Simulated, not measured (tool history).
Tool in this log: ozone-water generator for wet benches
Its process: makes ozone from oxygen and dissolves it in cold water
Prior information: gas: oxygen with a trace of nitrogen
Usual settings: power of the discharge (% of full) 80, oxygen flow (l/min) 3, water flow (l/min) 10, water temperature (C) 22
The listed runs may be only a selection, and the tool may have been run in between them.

| run | hour | power of the discharge (% of full) | oxygen flow (l/min) | water flow (l/min) | water temperature (C) | dissolved ozone (ppm) | ozone in the gas ahead of the water (g/m3) |
|---|---|---|---|---|---|---|---|
| 1 | 0 | 80 | 3 | 10 | 22 | 21.1 | 195 |
| 2 | 199.9 | 80 | 3 | 11 | 22 | 19.4 | 193.1 |
| 3 | 326 | 80 | 3 | 11 | 22 | 19.6 | 194.6 |
| 4 | 427.1 | 80 | 3 | 10 | 22 | 20.9 | 191.9 |
| 5 | 570.7 | 80 | 3 | 10 | 25 | 19.5 | 193 |
| 6 | 657.3 | 80 | 3 | 10 | 25 | 19.6 | 192.9 |
| 7 | 754.3 | 84 | 3 | 10 | 22 | 21.5 | 199.6 |
| 8 | 952.7 | 84 | 3 | 10 | 22 | 21.3 | 199.2 |
|  | 1002.8 | contactor cleaned |
| 9 | 1100 | 84 | 3 | 10 | 22 | 21.9 | 198.7 |
| 10 | 1301.8 | 84 | 3 | 10 | 22 | 21.7 | 197.3 |
| 11 | 1430.6 | 84 | 3 | 10 | 22 | 21.8 | 196.8 |
| 12 | 1631.5 | 84 | 3 | 10 | 22 | 21.6 | 196.2 |
| 13 | 1837.4 | 84 | 3 | 10 | 22 | 21.6 | 195.7 |
| 14 | 2015.3 | 84 | 3 | 10 | 22 | 21.4 | 193.9 |
| 15 | 2161.7 | 84 | 3 | 10 | 22 | 21.2 | 192 |
| 16 | 2354.3 | 84 | 3 | 10 | 22 | 21.3 | 194.1 |
| 17 | 2459.5 | 80 | 3 | 10 | 22 | 20.7 | 182.8 |
| 18 | 2619.8 | 80 | 3 | 10 | 22 | 20.2 | 182 |
| 19 | 2731.7 | 53 | 2.7 | 9 | 18 | 16.4 | 137.7 |
| 20 | 2913 | 41 | 2.7 | 9 | 25 | 12.1 | 112 |
|  | 2999.6 | water thermometer calibrated |
| 21 | 3003.9 | 68 | 3 | 10 | 22 | 17.6 | 160.9 |
| 22 | 3199.3 | 68 | 3 | 10 | 22 | 17.5 | 160 |
| 23 | 3304.5 | 68 | 3 | 10 | 22 | 17.6 | 160 |
| 24 | 3439.8 | 60 | 3.64 | 10 | 22 | 16.2 | 134.8 |
| 25 | 3612.1 | 80 | 3.87 | 10 | 22 | 20.1 | 164.7 |
| 26 | 3738 | 64 | 2.03 | 10 | 22 | 15.5 | 173.8 |
| 27 | 3917.3 | 64 | 2.03 | 10 | 22 | 15.8 | 171.3 |
| 28 | 4023.2 | 80 | 3.08 | 10 | 17 | 21.2 | 176.9 |
| 29 | 4162.9 | 41 | 1.53 | 10 | 17 | 10.6 | 135.2 |
| 30 | 4333.9 | 41 | 1.53 | 10 | 17 | 10.6 | 135.1 |
| 31 | 4469.3 | 80 | 1.68 | 10 | 14 | 18.7 | 218.3 |
| 32 | 4642 | 52 | 2.57 | 6 | 14 | 22 | 133.4 |
| 33 | 4819 | 80 | 3.52 | 10 | 19 | 20.7 | 163.8 |

3 options for the next run, each taken on its own from the tool as it stands now. Forecast them:
| A | 4977.6 | 80 | 3 | 15 | 22 | ? | ? |
| B | 4977.6 | 73 | 3 | 15 | 22 | ? | ? |
| C | 4977.6 | 57 | 3 | 10 | 30 | ? | ? |

| run | dissolved ozone (ppm) | ozone in the gas ahead of the water (g/m3) |
|---|---|---|
| A | 14 | 173.9 |
| B | 13.2 | 162.7 |
| C | 12.8 | 133.5 |
With the hidden condition removed and each run's random variation left untouched, the same runs would have given:
| run | dissolved ozone (ppm) | ozone in the gas ahead of the water (g/m3) |
|---|---|---|
| A | 17.4 | 212.2 |
| B | 16.2 | 195.8 |
| C | 15.2 | 155.2 |
